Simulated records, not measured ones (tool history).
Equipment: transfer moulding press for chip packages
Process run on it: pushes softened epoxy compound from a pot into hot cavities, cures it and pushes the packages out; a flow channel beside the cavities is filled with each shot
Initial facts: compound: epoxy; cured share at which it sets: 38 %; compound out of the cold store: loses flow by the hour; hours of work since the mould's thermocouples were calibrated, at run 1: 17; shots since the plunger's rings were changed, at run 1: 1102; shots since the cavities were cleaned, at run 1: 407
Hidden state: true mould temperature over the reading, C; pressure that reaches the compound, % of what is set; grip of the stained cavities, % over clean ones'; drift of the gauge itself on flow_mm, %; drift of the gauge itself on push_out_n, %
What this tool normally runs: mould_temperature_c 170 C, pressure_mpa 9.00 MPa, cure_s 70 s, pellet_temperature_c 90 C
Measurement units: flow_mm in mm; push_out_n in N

| run | hour | mould_temperature_c | pressure_mpa | cure_s | pellet_temperature_c | hours of work since the mould's thermocouples were calibrated | shots since the plunger's rings were changed | shots since the cavities were cleaned | incoming compound's hours out of the cold store | flow_mm | push_out_n |
|---|---|---|---|---|---|---|---|---|---|---|---|
| 1 | 0.0 | 170 | 9.00 | 70 | 90 | 17 | 1102 | 407 | 24.0 | 982 | 564 |
|  | 30.8 | cavities cleaned with cleaning compound and waxed |
| 2 | 32.3 | 170 | 9.00 | 70 | 90 | 39 | 1652 | 27 | 34.9 | 933 | 469 |
| 3 | 74.5 | 170 | 9.00 | 70 | 90 | 70 | 2405 | 780 | 18.2 | 985 | 674 |
|  | 88.7 | cavities cleaned with cleaning compound and waxed |
| 4 | 119.5 | 170 | 9.76 | 70 | 90 | 102 | 3181 | 550 | 18.5 | 1014 | 645 |
|  | 145.9 | cavities cleaned with cleaning compound and waxed |
| 5 | 187.0 | 170 | 9.76 | 70 | 90 | 150 | 4359 | 734 | 8.3 | 1038 | 638 |
|  | 202.0 | cavities cleaned with cleaning compound and waxed |
|  | 260.1 | cavities cleaned with cleaning compound and waxed |
| 6 | 260.1 | 170 | 9.76 | 70 | 90 | 201 | 5610 | 0 | 33.9 | 924 | 455 |
|  | 316.7 | cavities cleaned with cleaning compound and waxed |
| 7 | 317.7 | 170 | 9.76 | 70 | 90 | 242 | 6610 | 17 | 22.4 | 956 | 463 |
|  | 329.6 | plunger's sealing rings changed |
|  | 376.3 | cavities cleaned with cleaning compound and waxed |
| 8 | 380.2 | 170 | 9.00 | 70 | 90 | 285 | 876 | 71 | 30.0 | 961 | 483 |
|  | 430.7 | cavities cleaned with cleaning compound and waxed |
| 9 | 450.7 | 164 | 9.00 | 70 | 90 | 335 | 2107 | 357 | 45.1 | 906 | 707 |
|  | 486.9 | cavities cleaned with cleaning compound and waxed |
| 10 | 513.6 | 164 | 9.00 | 70 | 90 | 380 | 3202 | 476 | 29.2 | 944 | 774 |
|  | 541.5 | cavities cleaned with cleaning compound and waxed |
| 11 | 586.5 | 164 | 9.00 | 70 | 90 | 432 | 4477 | 804 | 38.7 | 902 | 843 |
|  | 596.9 | cavities cleaned with cleaning compound and waxed |
|  | 652.6 | mould's thermocouples calibrated |
|  | 654.1 | cavities cleaned with cleaning compound and waxed |
| 12 | 655.5 | 164 | 9.00 | 70 | 90 | 1 | 5619 | 26 | 35.1 | 892 | 611 |
| 13 | 702.6 | 170 | 9.00 | 78 | 90 | 35 | 6459 | 866 | 28.4 | 903 | 634 |
|  | 708.5 | cavities cleaned with cleaning compound and waxed |
|  | 725.0 | plunger's sealing rings changed |
| 14 | 751.2 | 170 | 7.35 | 64 | 90 | 68 | 467 | 718 | 45.0 | 821 | 711 |
|  | 766.7 | cavities cleaned with cleaning compound and waxed |
| 15 | 803.8 | 178 | 7.76 | 70 | 90 | 105 | 1379 | 661 | 37.4 | 845 | 566 |
|  | 822.5 | cavities cleaned with cleaning compound and waxed |
| 16 | 866.9 | 166 | 8.71 | 102 | 90 | 150 | 2478 | 792 | 28.0 | 938 | 609 |
|  | 878.5 | cavities cleaned with cleaning compound and waxed |
| 17 | 928.6 | 166 | 8.71 | 102 | 90 | 194 | 3552 | 894 | 16.7 | 981 | 609 |
|  | 934.7 | cavities cleaned with cleaning compound and waxed |
|  | 989.6 | cavities cleaned with cleaning compound and waxed |
| 18 | 997.0 | 166 | 7.49 | 102 | 90 | 242 | 4720 | 133 | 47.7 | 796 | 464 |
| 19 | 1026.4 | 166 | 7.49 | 102 | 90 | 263 | 5243 | 656 | 45.9 | 785 | 576 |
|  | 1045.6 | cavities cleaned with cleaning compound and waxed |
| 20 | 1064.8 | 166 | 7.49 | 102 | 90 | 290 | 5902 | 343 | 9.4 | 896 | 504 |
|  | 1101.8 | cavities cleaned with cleaning compound and waxed |
|  | 1116.4 | plunger's sealing rings changed |
| 21 | 1130.1 | 166 | 7.49 | 102 | 90 | 335 | 243 | 461 | 19.5 | 912 | 540 |

For run 22, what comes out?
|  | 1159.9 | cavities cleaned with cleaning compound and waxed |
| 22 | 1196.0 | 164 | 6.86 | 70 | 90 | 382 | 1393 | 644 | 37.1 | ? | ? |

{"run 22": {"flow_mm": 826, "push_out_n": 840}}
Take away the tool's hidden state, keep the run-to-run variation as it was, and the same run would have given flow_mm 842 mm, push_out_n 583 N.

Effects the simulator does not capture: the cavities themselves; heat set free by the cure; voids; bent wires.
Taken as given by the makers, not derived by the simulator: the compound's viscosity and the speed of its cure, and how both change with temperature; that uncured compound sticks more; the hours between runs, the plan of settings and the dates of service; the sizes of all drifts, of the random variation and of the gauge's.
